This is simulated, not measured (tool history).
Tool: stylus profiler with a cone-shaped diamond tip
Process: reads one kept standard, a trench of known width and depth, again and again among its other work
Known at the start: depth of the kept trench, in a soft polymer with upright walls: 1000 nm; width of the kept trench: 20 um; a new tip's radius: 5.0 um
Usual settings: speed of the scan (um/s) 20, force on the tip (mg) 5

run    hour  speed of the scan (um/s)  force on the tip (mg)  depth of the trench (angstrom)  width of the trench's floor (µm)
  1       0                        20                      5                         10155.3                             12.63
  2    63.6                        20                      5                         10150.6                             12.52
  3     109                        20                      5                         10153.7                              12.5
  4   175.6                         5                      5                         10153.3                             12.44
  5   246.3                        20                  11.61                         10265.6                             12.33
  6   304.3                        20                  11.61                         10270.3                              12.3
  7   365.7                        20                  11.61                         10268.2                             12.27
  8   416.9                        20                  11.61                         10265.9                              12.2
  9   487.6                        20                   2.99                         10118.6                             12.07
 10   520.5                        20                   2.22                         10097.2                             12.03
 11   579.9                        38                      5                         10159.1                             11.94
 12   615.9                        67                      5                         10160.4                             11.89
 13   687.4                        20                      5                           10161                             11.88
 14   749.2                        20                    3.6                         10135.7                             11.81
 15   785.5                        20                      5                         10161.9                             11.79
 16   850.1                        20                      5                         10161.7                             11.71
      867.6  -- new tip fitted, height scale calibrated
 17   892.9                        20                      5                           10141                             13.89
 18   952.7                        20                      5                         10145.3                             13.84
 19  1010.3                        20                      5                         10142.5                             13.76
 20  1061.4                        20                      5                         10148.6                             13.68
 21  1091.8                        20                   7.84                         10196.8                             13.67
 22    1159                         6                   11.3                         10250.4                             13.55
 23  1219.9                         6                   11.3                         10250.2                             13.49
 24  1282.7                        11                    3.5                         10118.9                             13.34
 25  1341.5                        53                   2.97                         10103.3                             13.18
 26  1384.5                        10                   5.51                           10159                             13.25
 27  1427.7                        30                   5.51                         10158.1                             13.21
 28  1470.2                        30                   5.51                         10159.2                             13.07
 29  1526.4                        16                   3.32                         10116.6                             13.07
 30  1557.8                        16                   3.32                         10117.2                             13.04
 31    1588                         6                   3.16                         10112.5                             13.02
 32  1619.5                        20                  14.09                         10295.8                             13.03
 33  1652.3                        45                   4.06                         10134.6                             12.89
 34  1717.2                        45                   4.06                         10135.4                             12.82
 35  1746.7                        52                   7.14                         10189.8                             12.75
 36  1787.6                        52                   7.14                         10191.8                             12.65
 37  1821.3                        12                    5.3                         10161.3                             12.68
 38    1890                        12                    5.3                         10161.3                             12.65
 39  1956.7                        14                   5.77                         10171.8                             12.61
 40  2000.5                        14                   5.77                         10171.4                             12.54
 41  2029.9                        14                   5.77                         10169.9                             12.48
 42  2074.1                        60                   5.11                           10156                             12.37

5 ways to go on from here, each from the tool as it stands after run 42. What would each give?
  A  2141.8                        30                      5                               ?                                 ?
  B  2141.8                        47                  12.55                               ?                                 ?
  C  2141.8                        60                   3.67                               ?                                 ?
  D  2141.8                        40                   1.98                               ?                                 ?
  E  2141.8                         5                  13.24                               ?                                 ?

run  depth of the trench (angstrom)  width of the trench's floor (µm)
  A                         10155.3                             12.32
  B                           10278                             12.42
  C                         10129.6                             12.35
  D                         10085.3                             12.27
  E                         10288.5                              12.4
Without the tool's hidden state the same runs would have given:
run  depth of the trench (angstrom)  width of the trench's floor (µm)
  A                         10143.3                              13.9
  B                         10265.9                                14
  C                         10117.7                             13.93
  D                         10073.4                             13.86
  E                         10276.3                             13.99

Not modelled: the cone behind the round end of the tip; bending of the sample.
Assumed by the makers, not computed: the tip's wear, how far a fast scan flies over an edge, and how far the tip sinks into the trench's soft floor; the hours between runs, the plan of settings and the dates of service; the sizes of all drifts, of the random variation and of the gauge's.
